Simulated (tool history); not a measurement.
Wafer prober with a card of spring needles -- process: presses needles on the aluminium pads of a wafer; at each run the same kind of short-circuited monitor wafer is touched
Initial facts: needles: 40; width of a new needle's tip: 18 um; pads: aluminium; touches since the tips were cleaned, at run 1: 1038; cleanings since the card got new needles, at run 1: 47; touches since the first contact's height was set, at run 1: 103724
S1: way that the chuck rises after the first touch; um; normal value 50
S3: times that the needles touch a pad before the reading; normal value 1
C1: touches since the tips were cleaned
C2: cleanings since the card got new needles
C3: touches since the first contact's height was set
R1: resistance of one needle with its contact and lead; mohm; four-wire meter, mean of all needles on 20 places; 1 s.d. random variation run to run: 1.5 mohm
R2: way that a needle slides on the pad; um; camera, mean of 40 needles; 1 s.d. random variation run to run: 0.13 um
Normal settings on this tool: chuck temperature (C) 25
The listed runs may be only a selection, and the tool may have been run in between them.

run 1 hour=0 | S1=50 chuck_temperature_(C)=25 S3=1 | C1=1038 C2=47 C3=103724 | R1=179 R2=9.19
-- hour=2.1 tips cleaned on abrasive film
-- hour=7.3 tips cleaned on abrasive film
-- hour=12.4 tips cleaned on abrasive film
-- hour=16.5 tips cleaned on abrasive film
-- hour=20.6 tips cleaned on abrasive film
run 2 hour=23.6 | S1=50 chuck_temperature_(C)=28 S3=1 | C1=1466 C2=52 C3=115151 | R1=186 R2=9.19
-- hour=25.7 tips cleaned on abrasive film
-- hour=29.8 tips cleaned on abrasive film
-- hour=35 tips cleaned on abrasive film
-- hour=39.1 tips cleaned on abrasive film
run 3 hour=41.2 | S1=50 chuck_temperature_(C)=28 S3=1 | C1=1022 C2=56 C3=123639 | R1=176 R2=9.04
-- hour=43.3 tips cleaned on abrasive film
-- hour=47.4 tips cleaned on abrasive film
-- hour=51.5 tips cleaned on abrasive film
-- hour=55.7 tips cleaned on abrasive film
-- hour=59.8 tips cleaned on abrasive film
-- hour=63.9 tips cleaned on abrasive film
run 4 hour=67.5 | S1=50 chuck_temperature_(C)=25 S3=1 | C1=1799 C2=62 C3=136390 | R1=195 R2=8.86
-- hour=68.7 tips cleaned on abrasive film
-- hour=72.8 tips cleaned on abrasive film
-- hour=76.9 tips cleaned on abrasive film
-- hour=81 tips cleaned on abrasive film
-- hour=85.2 tips cleaned on abrasive film
-- hour=89.3 tips cleaned on abrasive film
-- hour=93.4 tips cleaned on abrasive film
run 5 hour=95.6 | S1=37 chuck_temperature_(C)=25 S3=1 | C1=1106 C2=69 C3=149940 | R1=227 R2=6.04
-- hour=97.7 tips cleaned on abrasive film
-- hour=101.9 tips cleaned on abrasive film
-- hour=106 tips cleaned on abrasive film
-- hour=110.1 tips cleaned on abrasive film
-- hour=114.2 tips cleaned on abrasive film
-- hour=118.4 tips cleaned on abrasive film
-- hour=122.5 tips cleaned on abrasive film
-- hour=127.5 tips cleaned on abrasive film
run 6 hour=127.5 | S1=64 chuck_temperature_(C)=25 S3=1 | C1=0 C2=77 C3=165292 | R1=152 R2=11.43
-- hour=132.6 tips cleaned on abrasive film
-- hour=136.7 tips cleaned on abrasive film
-- hour=140.9 tips cleaned on abrasive film
-- hour=145 tips cleaned on abrasive film
-- hour=150.1 tips cleaned on abrasive film
-- hour=154.2 tips cleaned on abrasive film
-- hour=158.4 tips cleaned on abrasive film
run 7 hour=159.3 | S1=64 chuck_temperature_(C)=25 S3=1 | C1=443 C2=84 C3=180666 | R1=158 R2=11.3
-- hour=163.4 tips cleaned on abrasive film
-- hour=167.5 tips cleaned on abrasive film
-- hour=171.6 tips cleaned on abrasive film
-- hour=175.8 tips cleaned on abrasive film
-- hour=179.9 tips cleaned on abrasive film
-- hour=180.2 height of the first contact set anew
-- hour=185.3 tips cleaned on abrasive film
run 8 hour=187.9 | S1=64 chuck_temperature_(C)=25 S3=2 | C1=1287 C2=90 C3=3775 | R1=156 R2=13.4
-- hour=190 tips cleaned on abrasive film
-- hour=194.2 tips cleaned on abrasive film
-- hour=198.3 tips cleaned on abrasive film
-- hour=203.4 tips cleaned on abrasive film
-- hour=208.5 tips cleaned on abrasive film
-- hour=212.7 tips cleaned on abrasive film
run 9 hour=215.7 | S1=50 chuck_temperature_(C)=25 S3=1 | C1=1511 C2=96 C3=17232 | R1=185 R2=10.27
-- hour=216.8 tips cleaned on abrasive film
-- hour=220.9 tips cleaned on abrasive film
-- hour=225.1 tips cleaned on abrasive film
-- hour=229.2 tips cleaned on abrasive film
run 10 hour=230.8 | S1=50 chuck_temperature_(C)=25 S3=1 | C1=807 C2=100 C3=24506 | R1=174 R2=10.4
-- hour=234 tips cleaned on abrasive film
-- hour=239.1 tips cleaned on abrasive film
-- hour=243.2 tips cleaned on abrasive film
-- hour=248.3 tips cleaned on abrasive film
-- hour=253.5 tips cleaned on abrasive film
run 11 hour=255 | S1=59 chuck_temperature_(C)=25 S3=1 | C1=770 C2=105 C3=36226 | R1=162 R2=11.79
-- hour=258.1 tips cleaned on abrasive film
-- hour=263.3 tips cleaned on abrasive film
-- hour=267.4 tips cleaned on abrasive film
-- hour=272.5 tips cleaned on abrasive film
-- hour=276.7 tips cleaned on abrasive film
-- hour=280.8 tips cleaned on abrasive film
-- hour=284.9 tips cleaned on abrasive film
run 12 hour=285.2 | S1=59 chuck_temperature_(C)=25 S3=1 | C1=124 C2=112 C3=50785 | R1=153 R2=11.66
-- hour=289.3 tips cleaned on abrasive film
-- hour=293.4 tips cleaned on abrasive film
-- hour=297.5 tips cleaned on abrasive film
run 13 hour=298 | S1=31 chuck_temperature_(C)=25 S3=1 | C1=234 C2=115 C3=56995 | R1=192 R2=5.77
-- hour=302.1 tips cleaned on abrasive film
-- hour=306.3 tips cleaned on abrasive film
-- hour=310.4 tips cleaned on abrasive film
run 14 hour=313 | S1=31 chuck_temperature_(C)=25 S3=1 | C1=1264 C2=118 C3=64234 | R1=270 R2=5.88
-- hour=315.1 tips cleaned on abrasive film
-- hour=319.2 tips cleaned on abrasive film
-- hour=323.3 tips cleaned on abrasive film
-- hour=328.4 tips cleaned on abrasive film
run 15 hour=329.9 | S1=37 chuck_temperature_(C)=25 S3=1 | C1=702 C2=122 C3=72402 | R1=212 R2=6.82
-- hour=333 tips cleaned on abrasive film
-- hour=337.1 tips cleaned on abrasive film
-- hour=342.2 tips cleaned on abrasive film
-- hour=347.4 tips cleaned on abrasive film
-- hour=351.5 tips cleaned on abrasive film
-- hour=356.6 tips cleaned on abrasive film
run 16 hour=359.5 | S1=51 chuck_temperature_(C)=49 S3=2 | C1=1420 C2=128 C3=86764 | R1=180 R2=9.88
-- hour=361.6 tips cleaned on abrasive film
-- hour=365.7 tips cleaned on abrasive film
-- hour=369.9 tips cleaned on abrasive film
-- hour=375 tips cleaned on abrasive film
run 17 hour=376.5 | S1=32 chuck_temperature_(C)=58 S3=2 | C1=744 C2=132 C3=94974 | R1=224 R2=5.72
-- hour=379.6 tips cleaned on abrasive film
-- hour=383.7 tips cleaned on abrasive film
-- hour=388.9 tips cleaned on abrasive film
-- hour=393 tips cleaned on abrasive film
-- hour=397.1 tips cleaned on abrasive film
run 18 hour=398.5 | S1=55 chuck_temperature_(C)=37 S3=1 | C1=703 C2=137 C3=105632 | R1=179 R2=10.16
-- hour=401.7 tips cleaned on abrasive film
-- hour=405.8 tips cleaned on abrasive film
-- hour=409.9 tips cleaned on abrasive film
-- hour=414 tips cleaned on abrasive film
-- hour=419.2 tips cleaned on abrasive film
run 19 hour=419.9 | S1=55 chuck_temperature_(C)=37 S3=1 | C1=367 C2=142 C3=115952 | R1=166 R2=10.04
-- hour=424 tips cleaned on abrasive film
-- hour=428.2 tips cleaned on abrasive film
-- hour=432.3 tips cleaned on abrasive film
-- hour=436.4 tips cleaned on abrasive film
-- hour=440.5 tips cleaned on abrasive film
-- hour=444.7 tips cleaned on abrasive film
-- hour=449.3 tips cleaned on abrasive film
run 20 hour=449.3 | S1=49 chuck_temperature_(C)=67 S3=2 | C1=0 C2=149 C3=130116 | R1=168 R2=8.69
-- hour=453.4 tips cleaned on abrasive film
-- hour=457.5 tips cleaned on abrasive film
-- hour=461.6 tips cleaned on abrasive film
-- hour=465.8 tips cleaned on abrasive film
-- hour=470.9 tips cleaned on abrasive film
run 21 hour=471.2 | S1=49 chuck_temperature_(C)=67 S3=2 | C1=163 C2=154 C3=140732 | R1=171 R2=8.63
-- hour=475.3 tips cleaned on abrasive film
-- hour=479.5 tips cleaned on abrasive film
-- hour=483.6 tips cleaned on abrasive film
-- hour=487.7 tips cleaned on abrasive film
run 22 hour=488.2 | S1=49 chuck_temperature_(C)=67 S3=2 | C1=260 C2=158 C3=148958 | R1=178 R2=8.63

3 options for the next run, each taken on its own from the tool as it stands now. Forecast them:
-- hour=492.4 tips cleaned on abrasive film
-- hour=496.5 tips cleaned on abrasive film
-- hour=500.6 tips cleaned on abrasive film
-- hour=504.7 tips cleaned on abrasive film
-- hour=508.9 tips cleaned on abrasive film
-- hour=514 tips cleaned on abrasive film
-- hour=518.1 tips cleaned on abrasive film
run A hour=518.9 | S1=33 chuck_temperature_(C)=67 S3=1 | C1=381 C2=165 C3=163774 | R1=? R2=?
-- hour=492.4 tips cleaned on abrasive film
-- hour=496.5 tips cleaned on abrasive film
-- hour=500.6 tips cleaned on abrasive film
-- hour=504.7 tips cleaned on abrasive film
-- hour=508.9 tips cleaned on abrasive film
-- hour=514 tips cleaned on abrasive film
-- hour=518.1 tips cleaned on abrasive film
run B hour=518.9 | S1=49 chuck_temperature_(C)=80 S3=2 | C1=381 C2=165 C3=163774 | R1=? R2=?
-- hour=492.4 tips cleaned on abrasive film
-- hour=496.5 tips cleaned on abrasive film
-- hour=500.6 tips cleaned on abrasive film
-- hour=504.7 tips cleaned on abrasive film
-- hour=508.9 tips cleaned on abrasive film
-- hour=514 tips cleaned on abrasive film
-- hour=518.1 tips cleaned on abrasive film
run C hour=518.9 | S1=49 chuck_temperature_(C)=67 S3=2 | C1=381 C2=165 C3=163774 | R1=? R2=?

run=A R1=239 R2=5.11
run=B R1=180 R2=8.32
run=C R1=180 R2=8.43
Take away the tool's hidden state, keep each run's random variation, and the runs would have read:
run=A R1=162 R2=6.97
run=B R1=155 R2=10.14
run=C R1=155 R2=10.28
